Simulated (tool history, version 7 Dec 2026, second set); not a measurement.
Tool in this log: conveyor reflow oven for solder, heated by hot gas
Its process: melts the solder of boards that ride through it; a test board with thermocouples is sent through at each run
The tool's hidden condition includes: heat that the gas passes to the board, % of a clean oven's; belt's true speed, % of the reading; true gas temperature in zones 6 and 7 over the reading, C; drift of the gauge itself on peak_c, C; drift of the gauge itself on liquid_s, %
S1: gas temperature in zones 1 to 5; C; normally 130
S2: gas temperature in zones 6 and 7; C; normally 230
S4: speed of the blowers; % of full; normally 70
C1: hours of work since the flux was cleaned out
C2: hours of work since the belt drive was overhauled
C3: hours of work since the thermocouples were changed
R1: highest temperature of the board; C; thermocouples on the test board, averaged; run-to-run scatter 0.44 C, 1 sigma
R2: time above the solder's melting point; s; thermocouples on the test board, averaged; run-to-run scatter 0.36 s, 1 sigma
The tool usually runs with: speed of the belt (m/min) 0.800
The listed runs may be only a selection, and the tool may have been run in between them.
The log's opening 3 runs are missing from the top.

run 4 hour=29.6 | S1=130 S2=230 speed_of_the_belt_(m/min)=0.800 S4=70 | C1=58 C2=264 C3=356 | R1=207.7 R2=30.7
run 5 hour=35.8 | S1=130 S2=230 speed_of_the_belt_(m/min)=0.800 S4=70 | C1=63 C2=269 C3=361 | R1=207.6 R2=30.4
run 6 hour=45.6 | S1=130 S2=230 speed_of_the_belt_(m/min)=0.800 S4=70 | C1=71 C2=277 C3=368 | R1=207.4 R2=30.2
run 7 hour=53.9 | S1=130 S2=230 speed_of_the_belt_(m/min)=0.800 S4=70 | C1=78 C2=284 C3=375 | R1=206.6 R2=29.8
run 8 hour=66.6 | S1=130 S2=230 speed_of_the_belt_(m/min)=0.800 S4=70 | C1=88 C2=294 C3=385 | R1=207.3 R2=29.9
run 9 hour=78.1 | S1=130 S2=230 speed_of_the_belt_(m/min)=0.800 S4=70 | C1=97 C2=303 C3=394 | R1=207.2 R2=30.0
run 10 hour=89.4 | S1=130 S2=230 speed_of_the_belt_(m/min)=0.800 S4=70 | C1=106 C2=312 C3=403 | R1=207.3 R2=30.8
run 11 hour=104.0 | S1=130 S2=230 speed_of_the_belt_(m/min)=0.800 S4=70 | C1=117 C2=323 C3=414 | R1=207.0 R2=30.4
run 12 hour=116.0 | S1=130 S2=230 speed_of_the_belt_(m/min)=0.800 S4=70 | C1=127 C2=333 C3=424 | R1=207.6 R2=30.0
run 13 hour=128.8 | S1=130 S2=230 speed_of_the_belt_(m/min)=0.800 S4=70 | C1=137 C2=343 C3=434 | R1=206.5 R2=30.2
run 14 hour=137.5 | S1=130 S2=230 speed_of_the_belt_(m/min)=0.683 S4=70 | C1=144 C2=350 C3=441 | R1=212.7 R2=41.1
run 15 hour=144.0 | S1=130 S2=230 speed_of_the_belt_(m/min)=0.683 S4=70 | C1=149 C2=355 C3=446 | R1=214.2 R2=40.6
run 16 hour=155.1 | S1=130 S2=230 speed_of_the_belt_(m/min)=0.683 S4=70 | C1=158 C2=363 C3=455 | R1=213.9 R2=40.6

Run 17 comes next. What will it give?
run 17 hour=161.8 | S1=141 S2=231 speed_of_the_belt_(m/min)=0.842 S4=77 | C1=163 C2=369 C3=460 | R1=? R2=?

Run 17 yielded R1 210.7 C, R2 33.3 s.
On a tool with no hidden condition, and with the same random variation, this run would have come out at R1 210.5 C, R2 33.2 s.

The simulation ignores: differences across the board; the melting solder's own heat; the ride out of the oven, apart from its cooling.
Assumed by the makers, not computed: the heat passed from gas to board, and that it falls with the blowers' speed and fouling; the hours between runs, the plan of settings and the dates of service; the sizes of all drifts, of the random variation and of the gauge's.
